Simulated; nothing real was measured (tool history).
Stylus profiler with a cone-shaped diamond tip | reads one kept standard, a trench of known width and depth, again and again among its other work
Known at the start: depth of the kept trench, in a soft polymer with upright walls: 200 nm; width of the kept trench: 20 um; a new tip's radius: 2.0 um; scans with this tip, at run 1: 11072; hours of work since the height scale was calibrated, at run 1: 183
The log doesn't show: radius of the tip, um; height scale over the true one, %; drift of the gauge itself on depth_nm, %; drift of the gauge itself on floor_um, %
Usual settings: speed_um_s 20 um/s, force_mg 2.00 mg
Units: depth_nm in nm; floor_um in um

run	day	speed_um_s	force_mg	scans with this tip	hours of work since the height scale was calibrated	depth_nm	floor_um
1	0.000	20	2.00	11072	183	201.53	18.19
2	2.300	20	2.00	11358	223	201.61	18.21
3	4.392	20	0.97	11618	260	201.09	18.22
4	5.883	20	0.97	11803	286	200.94	18.17
5	7.512	20	0.97	12006	314	201.04	18.19
6	8.579	20	0.97	12138	332	201.00	18.23
7	9.958	20	0.97	12310	356	200.97	18.16
8	11.612	53	3.90	12516	385	202.72	18.18
9	12.850	18	5.49	12669	407	203.28	18.27
10	15.092	75	0.71	12948	446	200.83	17.99
11	16.783	75	0.71	13158	475	200.89	17.96
12	18.071	20	1.72	13318	497	201.37	18.18
13	20.133	20	1.72	13575	533	201.51	18.22
14	22.683	20	1.72	13892	577	201.47	18.15

4 ways to go on from here, each from the tool as it stands after run 14. What would each give?
A	24.775	5	4.25	14152	614	?	?
B	24.775	65	3.37	14152	614	?	?
C	24.775	25	2.63	14152	614	?	?
D	24.775	20	3.41	14152	614	?	?

run	depth_nm	floor_um
A	202.76	18.27
B	202.42	18.09
C	201.99	18.20
D	202.36	18.23
Without the tool's hidden state the same runs would have given:
run	depth_nm	floor_um
A	202.75	18.30
B	202.41	18.12
C	201.98	18.23
D	202.35	18.26
